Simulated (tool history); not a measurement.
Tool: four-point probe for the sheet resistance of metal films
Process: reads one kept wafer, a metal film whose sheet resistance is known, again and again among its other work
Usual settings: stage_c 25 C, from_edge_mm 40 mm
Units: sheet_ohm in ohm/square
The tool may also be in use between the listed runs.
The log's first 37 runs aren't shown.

run,hour,stage_c,from_edge_mm,sheet_ohm
# hour 2465.3: stage's thermometer calibrated
38,2473.4,34,5,12.461032
39,2549.6,34,5,12.462672
40,2612.9,21,5,12.503493
41,2662.9,30,4,12.534436
42,2760.8,18,4,12.579392
43,2807,23,25,12.399492
44,2886.4,23,19,12.401282
45,2972.4,24,18,12.404131
46,3038,24,18,12.405054

3 ways to go on from here, each from the tool as it stands after run 46. What would each give?
A,3093.7,19,20,?
B,3093.7,29,7,?
C,3093.7,22,44,?

run,sheet_ohm
A,12.416716
B,12.435797
C,12.400127
Without the tool's hidden state the same runs would have given:
run,sheet_ohm
A,12.362961
B,12.381763
C,12.346376
